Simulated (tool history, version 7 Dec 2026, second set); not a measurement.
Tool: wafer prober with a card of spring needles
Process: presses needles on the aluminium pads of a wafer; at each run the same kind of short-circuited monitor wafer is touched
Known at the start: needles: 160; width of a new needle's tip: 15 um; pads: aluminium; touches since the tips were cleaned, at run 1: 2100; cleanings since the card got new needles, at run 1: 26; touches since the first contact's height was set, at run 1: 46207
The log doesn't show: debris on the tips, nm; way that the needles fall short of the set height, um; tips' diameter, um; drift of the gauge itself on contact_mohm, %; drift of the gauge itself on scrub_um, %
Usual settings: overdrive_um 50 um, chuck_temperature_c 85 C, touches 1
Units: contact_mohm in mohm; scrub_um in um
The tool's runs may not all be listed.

run	day	overdrive_um	chuck_temperature_c	touches	touches since the tips were cleaned	cleanings since the card got new needles	touches since the first contact's height was set	contact_mohm	scrub_um
1	0.000	50	85	1	2100	26	46207	171	9.33
# day 0.125: tips cleaned on abrasive film
2	0.342	42	85	1	2876	27	50679	181	7.79
# day 0.392: tips cleaned on abrasive film
# day 0.658: tips cleaned on abrasive film
3	0.842	50	85	1	2487	29	57262	174	9.27
# day 0.954: tips cleaned on abrasive film
# day 1.233: tips cleaned on abrasive film
4	1.233	50	85	1	0	31	62359	164	9.24
# day 1.283: height of the first contact set anew
# day 1.512: tips cleaned on abrasive film
5	1.517	50	85	2	43	32	3043	163	9.42
# day 1.779: tips cleaned on abrasive film
6	1.871	50	85	2	1207	33	7715	165	9.46
# day 2.079: tips cleaned on abrasive film
7	2.125	50	85	2	630	34	11045	165	9.49
# day 2.371: tips cleaned on abrasive film
8	2.392	50	85	2	240	35	14526	162	9.44
# day 2.654: tips cleaned on abrasive film
9	2.812	50	85	2	2093	36	20076	165	9.45
# day 2.925: tips cleaned on abrasive film
10	3.096	50	116	2	2300	37	23825	173	9.37
# day 3.212: tips cleaned on abrasive film
# day 3.483: tips cleaned on abrasive film
11	3.533	50	116	2	691	39	29519	169	9.33
# day 3.762: tips cleaned on abrasive film
12	3.917	50	116	2	2000	40	34533	172	9.38
# day 4.067: tips cleaned on abrasive film
13	4.238	50	116	2	2263	41	38768	172	9.37
# day 4.350: tips cleaned on abrasive film
# day 4.617: tips cleaned on abrasive film
14	4.746	50	85	1	1726	43	45451	170	9.31
# day 4.921: tips cleaned on abrasive film
15	5.142	53	51	1	2920	44	50613	166	9.86
# day 5.208: tips cleaned on abrasive film
16	5.358	32	85	1	2011	45	53473	190	5.87
# day 5.504: tips cleaned on abrasive film
# day 5.775: tips cleaned on abrasive film
17	5.854	32	85	1	1049	47	59930	181	5.83
# day 6.046: tips cleaned on abrasive film
# day 6.083: height of the first contact set anew
18	6.296	40	31	2	3174	48	2819	164	7.54
# day 6.350: tips cleaned on abrasive film
# day 6.650: tips cleaned on abrasive film
19	6.688	40	31	3	545	50	7944	159	7.51
# day 6.954: tips cleaned on abrasive film
20	7.162	69	95	2	2804	51	14208	163	13.03
# day 7.250: tips cleaned on abrasive film
# day 7.521: tips cleaned on abrasive film
21	7.588	69	79	3	875	53	19722	160	12.98
# day 7.808: tips cleaned on abrasive film
22	7.842	56	79	2	422	54	23043	162	10.56
# day 8.075: tips cleaned on abrasive film
23	8.317	56	79	2	3218	55	29336	166	10.53
# day 8.367: tips cleaned on abrasive film
# day 8.662: tips cleaned on abrasive film
24	8.692	68	80	1	424	57	34208	160	12.75
# day 8.933: tips cleaned on abrasive film
25	9.117	68	60	1	2426	58	39791	163	12.75
# day 9.204: tips cleaned on abrasive film
# day 9.504: tips cleaned on abrasive film
26	9.629	68	60	1	1690	60	46534	159	12.73
# day 9.783: tips cleaned on abrasive film
27	9.900	68	60	1	1546	61	50067	159	12.69

Hidden state at the last listed run before each entry between runs and at the first one after, where it differs:
Between runs 1 and 2: tips cleaned on abrasive film (day 0.125)
  debris on the tips, nm: 29.4 -> 35; way that the needles fall short of the set height, um: 0.82 -> 0.89; tips' diameter, um: 15.68 -> 15.71
  measured less the result without the state, contact_mohm: +11 -> +17 mohm; scrub_um: -0.16 -> -0.17 um
Between runs 2 and 3: tips cleaned on abrasive film (day 0.392); tips cleaned on abrasive film (day 0.658)
  debris on the tips, nm: 35 -> 30.2; way that the needles fall short of the set height, um: 0.89 -> 1.07; tips' diameter, um: 15.71 -> 15.77
  measured less the result without the state, contact_mohm: +17 -> +11 mohm; scrub_um: -0.17 -> -0.20 um
Between runs 3 and 4: tips cleaned on abrasive film (day 0.954); tips cleaned on abrasive film (day 1.233)
  debris on the tips, nm: 30.2 -> 2.6; way that the needles fall short of the set height, um: 1.07 -> 1.22; tips' diameter, um: 15.77 -> 15.82
  measured less the result without the state, contact_mohm: +11 -> +2 mohm; scrub_um: -0.20 -> -0.23 um
Between runs 4 and 5: height of the first contact set anew (day 1.283); tips cleaned on abrasive film (day 1.512)
  debris on the tips, nm: 2.6 -> 4.8; way that the needles fall short of the set height, um: 1.22 -> 0.08; tips' diameter, um: 15.82 -> 15.85
  measured less the result without the state, contact_mohm: +2 -> +2 mohm; scrub_um: -0.23 -> -0.01 um
Between runs 5 and 6: tips cleaned on abrasive film (day 1.779)
  debris on the tips, nm: 4.8 -> 19.2; way that the needles fall short of the set height, um: 0.08 -> 0.16; tips' diameter, um: 15.85 -> 15.88
  measured less the result without the state, contact_mohm: +2 -> +5 mohm; scrub_um: -0.01 -> -0.04 um
Between runs 6 and 7: tips cleaned on abrasive film (day 2.079)
  debris on the tips, nm: 19.2 -> 12.9; way that the needles fall short of the set height, um: 0.16 -> 0.22; tips' diameter, um: 15.88 -> 15.9
  measured less the result without the state, contact_mohm: +5 -> +3 mohm; scrub_um: -0.04 -> -0.04 um
Between runs 7 and 8: tips cleaned on abrasive film (day 2.371)
  debris on the tips, nm: 12.9 -> 7.6; way that the needles fall short of the set height, um: 0.22 -> 0.31; tips' diameter, um: 15.9 -> 15.93
  measured less the result without the state, contact_mohm: +3 -> +2 mohm; scrub_um: -0.04 -> -0.06 um
Between runs 8 and 9: tips cleaned on abrasive film (day 2.654)
  debris on the tips, nm: 7.6 -> 28.1; way that the needles fall short of the set height, um: 0.31 -> 0.37; tips' diameter, um: 15.93 -> 15.95
  measured less the result without the state, contact_mohm: +2 -> +6 mohm; scrub_um: -0.06 -> -0.07 um
Between runs 9 and 10: tips cleaned on abrasive film (day 2.925)
  debris on the tips, nm: 28.1 -> 29.7; way that the needles fall short of the set height, um: 0.37 -> 0.45; tips' diameter, um: 15.95 -> 15.98
  measured less the result without the state, contact_mohm: +6 -> +7 mohm; scrub_um: -0.07 -> -0.09 um
Between runs 10 and 11: tips cleaned on abrasive film (day 3.212); tips cleaned on abrasive film (day 3.483)
  debris on the tips, nm: 29.7 -> 11.3; way that the needles fall short of the set height, um: 0.45 -> 0.59; tips' diameter, um: 15.98 -> 16.03
  measured less the result without the state, contact_mohm: +7 -> +3 mohm; scrub_um: -0.09 -> -0.11 um
Between runs 11 and 12: tips cleaned on abrasive film (day 3.762)
  debris on the tips, nm: 11.3 -> 25.3; way that the needles fall short of the set height, um: 0.59 -> 0.65; tips' diameter, um: 16.03 -> 16.05
  measured less the result without the state, contact_mohm: +3 -> +5 mohm; scrub_um: -0.11 -> -0.13 um
Between runs 12 and 13: tips cleaned on abrasive film (day 4.067)
  debris on the tips, nm: 25.3 -> 31.3; way that the needles fall short of the set height, um: 0.65 -> 0.72; tips' diameter, um: 16.05 -> 16.08
  measured less the result without the state, contact_mohm: +5 -> +7 mohm; scrub_um: -0.13 -> -0.14 um
Between runs 13 and 14: tips cleaned on abrasive film (day 4.350); tips cleaned on abrasive film (day 4.617)
  debris on the tips, nm: 31.3 -> 25; way that the needles fall short of the set height, um: 0.72 -> 0.86; tips' diameter, um: 16.08 -> 16.13
  measured less the result without the state, contact_mohm: +7 -> +9 mohm; scrub_um: -0.14 -> -0.16 um
Between runs 14 and 15: tips cleaned on abrasive film (day 4.921)
  debris on the tips, nm: 25 -> 32.6; way that the needles fall short of the set height, um: 0.86 -> 0.94; tips' diameter, um: 16.13 -> 16.15
  measured less the result without the state, contact_mohm: +9 -> +12 mohm; scrub_um: -0.16 -> -0.17 um
Between runs 15 and 16: tips cleaned on abrasive film (day 5.208)
  debris on the tips, nm: 32.6 -> 28; way that the needles fall short of the set height, um: 0.94 -> 1.04; tips' diameter, um: 16.15 -> 16.19
  measured less the result without the state, contact_mohm: +12 -> +23 mohm; scrub_um: -0.17 -> -0.20 um
Between runs 16 and 17: tips cleaned on abrasive film (day 5.504); tips cleaned on abrasive film (day 5.775)
  debris on the tips, nm: 28 -> 17.9; way that the needles fall short of the set height, um: 1.04 -> 1.17; tips' diameter, um: 16.19 -> 16.23
  measured less the result without the state, contact_mohm: +23 -> +16 mohm; scrub_um: -0.20 -> -0.22 um
Between runs 17 and 18: tips cleaned on abrasive film (day 6.046); height of the first contact set anew (day 6.083)
  debris on the tips, nm: 17.9 -> 37; way that the needles fall short of the set height, um: 1.17 -> 0; tips' diameter, um: 16.23 -> 16.26
  measured less the result without the state, contact_mohm: +16 -> +12 mohm; scrub_um: -0.22 -> +0.00 um
Between runs 18 and 19: tips cleaned on abrasive film (day 6.350); tips cleaned on abrasive film (day 6.650)
  debris on the tips, nm: 37 -> 11.8; way that the needles fall short of the set height, um: 0 -> 0.15; tips' diameter, um: 16.26 -> 16.31
  measured less the result without the state, contact_mohm: +12 -> +3 mohm; scrub_um: +0.00 -> -0.03 um
Between runs 19 and 20: tips cleaned on abrasive film (day 6.954)
  debris on the tips, nm: 11.8 -> 33.9; way that the needles fall short of the set height, um: 0.15 -> 0.22; tips' diameter, um: 16.31 -> 16.34
  measured less the result without the state, contact_mohm: +3 -> +5 mohm; scrub_um: -0.03 -> -0.04 um
Between runs 20 and 21: tips cleaned on abrasive film (day 7.250); tips cleaned on abrasive film (day 7.521)
  debris on the tips, nm: 33.9 -> 15.8; way that the needles fall short of the set height, um: 0.22 -> 0.35; tips' diameter, um: 16.34 -> 16.38
  measured less the result without the state, contact_mohm: +5 -> +2 mohm; scrub_um: -0.04 -> -0.07 um
Between runs 21 and 22: tips cleaned on abrasive film (day 7.808)
  debris on the tips, nm: 15.8 -> 9.1; way that the needles fall short of the set height, um: 0.35 -> 0.42; tips' diameter, um: 16.38 -> 16.41
  measured less the result without the state, contact_mohm: +2 -> +2 mohm; scrub_um: -0.07 -> -0.08 um
Between runs 22 and 23: tips cleaned on abrasive film (day 8.075)
  debris on the tips, nm: 9.1 -> 34.7; way that the needles fall short of the set height, um: 0.42 -> 0.48; tips' diameter, um: 16.41 -> 16.43
  measured less the result without the state, contact_mohm: +2 -> +7 mohm; scrub_um: -0.08 -> -0.10 um
Between runs 23 and 24: tips cleaned on abrasive film (day 8.367); tips cleaned on abrasive film (day 8.662)
  debris on the tips, nm: 34.7 -> 7.7; way that the needles fall short of the set height, um: 0.48 -> 0.63; tips' diameter, um: 16.43 -> 16.48
  measured less the result without the state, contact_mohm: +7 -> +3 mohm; scrub_um: -0.10 -> -0.12 um
Between runs 24 and 25: tips cleaned on abrasive film (day 8.933)
  debris on the tips, nm: 7.7 -> 28.4; way that the needles fall short of the set height, um: 0.63 -> 0.71; tips' diameter, um: 16.48 -> 16.51
  measured less the result without the state, contact_mohm: +3 -> +7 mohm; scrub_um: -0.12 -> -0.13 um
Between runs 25 and 26: tips cleaned on abrasive film (day 9.204); tips cleaned on abrasive film (day 9.504)
  debris on the tips, nm: 28.4 -> 24.1; way that the needles fall short of the set height, um: 0.71 -> 0.82; tips' diameter, um: 16.51 -> 16.55
  measured less the result without the state, contact_mohm: +7 -> +6 mohm; scrub_um: -0.13 -> -0.15 um
Between runs 26 and 27: tips cleaned on abrasive film (day 9.783)
  debris on the tips, nm: 24.1 -> 23.3; way that the needles fall short of the set height, um: 0.82 -> 0.9; tips' diameter, um: 16.55 -> 16.58
  measured less the result without the state, contact_mohm: +6 -> +6 mohm; scrub_um: -0.15 -> -0.17 um

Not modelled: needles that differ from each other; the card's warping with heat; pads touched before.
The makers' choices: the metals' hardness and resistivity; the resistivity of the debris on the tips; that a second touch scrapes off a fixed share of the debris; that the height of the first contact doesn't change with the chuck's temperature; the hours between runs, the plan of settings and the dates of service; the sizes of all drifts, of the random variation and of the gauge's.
